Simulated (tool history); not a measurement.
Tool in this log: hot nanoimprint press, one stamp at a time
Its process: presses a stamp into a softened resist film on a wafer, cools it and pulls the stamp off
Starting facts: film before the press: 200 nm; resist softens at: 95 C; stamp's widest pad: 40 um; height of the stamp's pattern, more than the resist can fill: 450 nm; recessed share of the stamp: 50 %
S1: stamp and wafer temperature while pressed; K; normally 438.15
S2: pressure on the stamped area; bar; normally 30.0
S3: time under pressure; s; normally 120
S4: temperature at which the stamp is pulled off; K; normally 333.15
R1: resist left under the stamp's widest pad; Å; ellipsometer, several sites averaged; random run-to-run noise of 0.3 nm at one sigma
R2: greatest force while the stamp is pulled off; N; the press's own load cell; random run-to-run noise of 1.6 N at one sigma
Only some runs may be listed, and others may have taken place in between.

run,hour,S1,S2,S3,S4,R1,R2
1,0.0,438.15,30.0,120,333.15,1197,166
2,20.9,438.15,30.0,120,340.15,1205,137
# hour 41.7: stamp cleaned and given a new release coat
3,42.5,438.15,30.0,120,340.15,1199,137
4,72.9,438.15,30.0,120,333.15,1203,165
5,88.1,438.15,30.0,120,333.15,1200,169
6,115.4,438.15,30.0,120,333.15,1200,166
7,134.5,438.15,30.0,163,333.15,1090,166
# hour 144.8: press's hydraulic seals changed and the load cell set to zero
8,172.5,438.15,30.0,163,333.15,1094,165
9,186.1,438.15,30.0,120,333.15,1202,166
10,204.5,438.15,31.5,120,330.15,1176,179
11,231.7,438.15,31.5,120,330.15,1177,180
12,245.5,447.15,30.0,120,341.15,821,134
# hour 264.2: plate thermocouple calibrated
13,272.6,447.15,30.0,120,338.15,819,144
14,286.5,432.15,30.0,120,336.15,1480,155
15,305.9,450.15,34.1,180,336.15,574,155
16,335.7,450.15,34.1,180,325.15,574,200
17,359.6,450.15,34.1,180,325.15,573,197

Here are 4 independent what-if runs from the current tool condition. What would each one return?
# hour 378.8: stamp cleaned and given a new release coat
A,388.0,438.15,30.0,120,320.15,?,?
# hour 378.8: stamp cleaned and given a new release coat
B,388.0,429.15,34.1,180,325.15,?,?
# hour 378.8: stamp cleaned and given a new release coat
C,388.0,438.15,30.0,120,327.15,?,?
# hour 378.8: stamp cleaned and given a new release coat
D,388.0,446.15,34.1,68,331.15,?,?

run,R1,R2
A,1199,212
B,1436,196
C,1204,188
D,993,173
With the hidden condition removed and each run's random variation left untouched, the same runs would have given:
run,R1,R2
A,1198,212
B,1435,195
C,1203,188
D,993,173

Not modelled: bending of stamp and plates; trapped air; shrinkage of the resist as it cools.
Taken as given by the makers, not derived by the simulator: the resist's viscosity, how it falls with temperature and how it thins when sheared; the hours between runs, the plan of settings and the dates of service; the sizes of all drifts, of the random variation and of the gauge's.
